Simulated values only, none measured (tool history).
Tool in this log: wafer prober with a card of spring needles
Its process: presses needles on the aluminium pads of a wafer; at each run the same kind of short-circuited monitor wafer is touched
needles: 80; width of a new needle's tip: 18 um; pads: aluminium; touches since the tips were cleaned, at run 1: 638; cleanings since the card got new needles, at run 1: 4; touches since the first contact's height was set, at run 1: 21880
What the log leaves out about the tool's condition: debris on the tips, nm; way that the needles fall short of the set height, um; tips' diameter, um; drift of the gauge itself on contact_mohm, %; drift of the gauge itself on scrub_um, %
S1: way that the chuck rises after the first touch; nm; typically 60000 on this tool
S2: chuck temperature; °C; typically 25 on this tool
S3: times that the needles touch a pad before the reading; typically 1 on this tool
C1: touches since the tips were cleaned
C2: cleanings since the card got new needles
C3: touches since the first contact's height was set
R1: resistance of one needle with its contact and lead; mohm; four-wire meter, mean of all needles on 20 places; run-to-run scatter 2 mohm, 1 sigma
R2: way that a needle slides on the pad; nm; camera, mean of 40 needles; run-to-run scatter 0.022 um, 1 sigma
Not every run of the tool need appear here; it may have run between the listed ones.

{"run": 1, "hour": 0.0, "S1": 60000, "S2": 25, "S3": 1, "C1": 638, "C2": 4, "C3": 21880, "R1": 213, "R2": 11530}
{"hour": 10.4, "done": "tips cleaned on abrasive film"}
{"run": 2, "hour": 12.0, "S1": 60000, "S2": 25, "S3": 1, "C1": 718, "C2": 5, "C3": 27028, "R1": 214, "R2": 11560}
{"run": 3, "hour": 21.3, "S1": 60000, "S2": 25, "S3": 1, "C1": 4751, "C2": 5, "C3": 31061, "R1": 212, "R2": 11600}
{"hour": 23.0, "done": "tips cleaned on abrasive film"}
{"run": 4, "hour": 32.0, "S1": 60000, "S2": 25, "S3": 1, "C1": 3914, "C2": 6, "C3": 35637, "R1": 210, "R2": 11580}
{"hour": 35.5, "done": "tips cleaned on abrasive film"}
{"run": 5, "hour": 43.1, "S1": 60000, "S2": 25, "S3": 1, "C1": 3312, "C2": 7, "C3": 40387, "R1": 210, "R2": 11620}
{"hour": 47.3, "done": "tips cleaned on abrasive film"}
{"run": 6, "hour": 54.8, "S1": 60000, "S2": 25, "S3": 1, "C1": 3206, "C2": 8, "C3": 45372, "R1": 208, "R2": 11580}
{"hour": 59.9, "done": "tips cleaned on abrasive film"}
{"run": 7, "hour": 62.0, "S1": 60000, "S2": 25, "S3": 1, "C1": 900, "C2": 9, "C3": 48460, "R1": 213, "R2": 11650}
{"hour": 72.1, "done": "tips cleaned on abrasive film"}
{"run": 8, "hour": 74.9, "S1": 60000, "S2": 25, "S3": 1, "C1": 1203, "C2": 10, "C3": 53998, "R1": 213, "R2": 11620}
{"hour": 84.2, "done": "tips cleaned on abrasive film"}
{"run": 9, "hour": 88.6, "S1": 60000, "S2": 25, "S3": 1, "C1": 1906, "C2": 11, "C3": 59863, "R1": 212, "R2": 11590}
{"hour": 96.2, "done": "tips cleaned on abrasive film"}
{"run": 10, "hour": 99.6, "S1": 60000, "S2": 25, "S3": 2, "C1": 1495, "C2": 12, "C3": 64590, "R1": 210, "R2": 11590}
{"hour": 108.3, "done": "tips cleaned on abrasive film"}
{"run": 11, "hour": 112.8, "S1": 60000, "S2": 25, "S3": 2, "C1": 1946, "C2": 13, "C3": 70267, "R1": 208, "R2": 11620}
{"hour": 120.3, "done": "tips cleaned on abrasive film"}
{"run": 12, "hour": 125.7, "S1": 71000, "S2": 25, "S3": 1, "C1": 2351, "C2": 14, "C3": 75801, "R1": 209, "R2": 13700}
{"hour": 133.1, "done": "tips cleaned on abrasive film"}
{"run": 13, "hour": 142.3, "S1": 71000, "S2": 25, "S3": 1, "C1": 3992, "C2": 15, "C3": 82908, "R1": 204, "R2": 13760}
{"hour": 144.9, "done": "tips cleaned on abrasive film"}
{"run": 14, "hour": 151.5, "S1": 51000, "S2": 25, "S3": 1, "C1": 2812, "C2": 16, "C3": 86825, "R1": 217, "R2": 9870}
{"hour": 157.3, "done": "tips cleaned on abrasive film"}
{"run": 15, "hour": 165.1, "S1": 51000, "S2": 25, "S3": 1, "C1": 3372, "C2": 17, "C3": 92674, "R1": 216, "R2": 9870}
{"hour": 169.2, "done": "tips cleaned on abrasive film"}
{"hour": 180.9, "done": "tips cleaned on abrasive film"}
{"run": 16, "hour": 181.9, "S1": 51000, "S2": 25, "S3": 1, "C1": 453, "C2": 19, "C3": 99873, "R1": 216, "R2": 9880}
{"hour": 193.1, "done": "tips cleaned on abrasive film"}
{"run": 17, "hour": 197.7, "S1": 72000, "S2": 34, "S3": 1, "C1": 2002, "C2": 20, "C3": 106640, "R1": 209, "R2": 13970}
{"hour": 205.2, "done": "tips cleaned on abrasive film"}
{"run": 18, "hour": 205.8, "S1": 72000, "S2": 99, "S3": 1, "C1": 233, "C2": 21, "C3": 110085, "R1": 224, "R2": 13950}
{"run": 19, "hour": 213.8, "S1": 72000, "S2": 33, "S3": 1, "C1": 3721, "C2": 21, "C3": 113573, "R1": 211, "R2": 13980}
{"hour": 217.3, "done": "tips cleaned on abrasive film"}
{"run": 20, "hour": 228.7, "S1": 62000, "S2": 33, "S3": 1, "C1": 4913, "C2": 22, "C3": 119934, "R1": 212, "R2": 12060}
{"hour": 230.1, "done": "tips cleaned on abrasive film"}
{"hour": 242.0, "done": "tips cleaned on abrasive film"}
{"run": 21, "hour": 245.0, "S1": 62000, "S2": 90, "S3": 2, "C1": 1305, "C2": 24, "C3": 126906, "R1": 228, "R2": 12050}
{"hour": 253.8, "done": "tips cleaned on abrasive film"}
{"run": 22, "hour": 255.8, "S1": 41000, "S2": 25, "S3": 1, "C1": 886, "C2": 25, "C3": 131557, "R1": 221, "R2": 7970}
{"hour": 266.0, "done": "tips cleaned on abrasive film"}
{"run": 23, "hour": 270.4, "S1": 76000, "S2": 26, "S3": 1, "C1": 1871, "C2": 26, "C3": 137796, "R1": 208, "R2": 14740}
{"hour": 277.9, "done": "tips cleaned on abrasive film"}
{"run": 24, "hour": 284.3, "S1": 76000, "S2": 28, "S3": 1, "C1": 2766, "C2": 27, "C3": 143784, "R1": 208, "R2": 14770}
{"hour": 290.0, "done": "tips cleaned on abrasive film"}
{"run": 25, "hour": 298.4, "S1": 62000, "S2": 33, "S3": 2, "C1": 3611, "C2": 28, "C3": 149817, "R1": 211, "R2": 12070}
{"hour": 302.0, "done": "tips cleaned on abrasive film"}
{"run": 26, "hour": 306.5, "S1": 52000, "S2": 25, "S3": 1, "C1": 1935, "C2": 29, "C3": 153264, "R1": 217, "R2": 10120}
{"hour": 314.7, "done": "tips cleaned on abrasive film"}
{"run": 27, "hour": 316.9, "S1": 54000, "S2": 25, "S3": 1, "C1": 951, "C2": 30, "C3": 157714, "R1": 214, "R2": 10450}
{"hour": 326.7, "done": "tips cleaned on abrasive film"}
{"run": 28, "hour": 330.9, "S1": 54000, "S2": 25, "S3": 1, "C1": 1815, "C2": 31, "C3": 163730, "R1": 214, "R2": 10500}
{"hour": 339.2, "done": "tips cleaned on abrasive film"}
{"run": 29, "hour": 344.4, "S1": 54000, "S2": 25, "S3": 1, "C1": 2245, "C2": 32, "C3": 169516, "R1": 216, "R2": 10510}
{"hour": 351.5, "done": "tips cleaned on abrasive film"}
{"run": 30, "hour": 358.3, "S1": 54000, "S2": 25, "S3": 1, "C1": 2928, "C2": 33, "C3": 175484, "R1": 215, "R2": 10540}
{"hour": 364.2, "done": "tips cleaned on abrasive film"}
{"run": 31, "hour": 367.2, "S1": 51000, "S2": 118, "S3": 1, "C1": 1289, "C2": 34, "C3": 179309, "R1": 241, "R2": 9930}
{"hour": 376.3, "done": "tips cleaned on abrasive film"}
{"run": 32, "hour": 376.3, "S1": 51000, "S2": 118, "S3": 1, "C1": 0, "C2": 35, "C3": 183188, "R1": 241, "R2": 9950}

Below are 5 alternative next runs, each starting from the tool's condition after run 32. Predict each:
{"hour": 388.0, "done": "tips cleaned on abrasive film"}
{"run": "A", "hour": 388.0, "S1": 60000, "S2": 25, "S3": 2, "C1": 0, "C2": 36, "C3": 188223, "R1": "?", "R2": "?"}
{"hour": 388.0, "done": "tips cleaned on abrasive film"}
{"run": "B", "hour": 388.0, "S1": 43000, "S2": 125, "S3": 2, "C1": 0, "C2": 36, "C3": 188223, "R1": "?", "R2": "?"}
{"hour": 388.0, "done": "tips cleaned on abrasive film"}
{"run": "C", "hour": 388.0, "S1": 51000, "S2": 118, "S3": 2, "C1": 0, "C2": 36, "C3": 188223, "R1": "?", "R2": "?"}
{"hour": 388.0, "done": "tips cleaned on abrasive film"}
{"run": "D", "hour": 388.0, "S1": 43000, "S2": 25, "S3": 2, "C1": 0, "C2": 36, "C3": 188223, "R1": "?", "R2": "?"}
{"hour": 388.0, "done": "tips cleaned on abrasive film"}
{"run": "E", "hour": 388.0, "S1": 54000, "S2": 68, "S3": 1, "C1": 0, "C2": 36, "C3": 188223, "R1": "?", "R2": "?"}

run=A R1=206 R2=11690
run=B R1=248 R2=8370
run=C R1=242 R2=9920
run=D R1=220 R2=8400
run=E R1=225 R2=10520
Stripped of hidden state, with their random variation kept, the same runs would have yielded:
run=A R1=206 R2=11590
run=B R1=248 R2=8300
run=C R1=242 R2=9830
run=D R1=220 R2=8320
run=E R1=225 R2=10430
